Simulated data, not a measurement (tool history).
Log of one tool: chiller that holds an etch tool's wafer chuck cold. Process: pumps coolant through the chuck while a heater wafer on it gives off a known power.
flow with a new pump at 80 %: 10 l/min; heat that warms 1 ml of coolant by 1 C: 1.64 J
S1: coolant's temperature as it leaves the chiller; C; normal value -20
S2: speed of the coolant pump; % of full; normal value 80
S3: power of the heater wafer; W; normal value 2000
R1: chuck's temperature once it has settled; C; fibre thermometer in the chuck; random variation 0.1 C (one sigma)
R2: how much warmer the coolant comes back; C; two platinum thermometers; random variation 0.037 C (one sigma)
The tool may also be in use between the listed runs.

run 1 hour=0.0 | S1=-20 S2=80 S3=2000 | R1=0.7 R2=7.41
run 2 hour=21.5 | S1=-20 S2=80 S3=2000 | R1=0.9 R2=7.42
run 3 hour=47.9 | S1=-20 S2=80 S3=2000 | R1=0.9 R2=7.41
run 4 hour=79.0 | S1=-20 S2=80 S3=2000 | R1=0.9 R2=7.38
run 5 hour=98.5 | S1=-20 S2=99 S3=2000 | R1=-2.4 R2=5.98
run 6 hour=119.1 | S1=-20 S2=80 S3=2000 | R1=1.0 R2=7.49
run 7 hour=152.9 | S1=-20 S2=80 S3=2000 | R1=1.0 R2=7.48
run 8 hour=168.6 | S1=-20 S2=80 S3=2000 | R1=1.3 R2=7.42
run 9 hour=202.5 | S1=-20 S2=80 S3=2000 | R1=1.0 R2=7.51
run 10 hour=220.2 | S1=-20 S2=80 S3=2000 | R1=1.1 R2=7.51
run 11 hour=257.0 | S1=-25 S2=80 S3=2156 | R1=-2.6 R2=7.94
run 12 hour=288.2 | S1=-20 S2=69 S3=2156 | R1=5.5 R2=9.21
run 13 hour=302.2 | S1=-18 S2=60 S3=2156 | R1=10.5 R2=10.68
run 14 hour=333.2 | S1=-20 S2=83 S3=1843 | R1=-1.4 R2=6.42
run 15 hour=353.4 | S1=-22 S2=80 S3=1021 | R1=-11.2 R2=3.73
run 16 hour=367.5 | S1=-15 S2=100 S3=2000 | R1=2.4 R2=5.88
run 17 hour=393.4 | S1=-28 S2=76 S3=2139 | R1=-4.8 R2=8.34

Removed from this log: 2 entries logged between the listed runs. Between which two listed runs does each belong, and how does the tool's hidden state at the listed run before it compare with that at the listed run after it?
After run 6, before run 7: coolant pump overhauled (hour 126.2)
  flow at a given pump speed, % of a new pump's: 98.8 -> 98; coolant's true temperature over the reading, C: 0.41 -> 0.42
  measured result minus the result with no hidden state, R1: +1.5 -> +1.5 C; R2: +0.09 -> +0.15 C
After run 10, before run 11: coolant pump overhauled, once more (hour 233.2)
  heat passed by the chuck's channels, % of clean ones': 94.8 -> 94.7; flow at a given pump speed, % of a new pump's: 97.8 -> 100; coolant's true temperature over the reading, C: 0.43 -> 0.44
  measured result minus the result with no hidden state, R1: +1.6 -> +1.4 C; R2: +0.16 -> +0.00 C
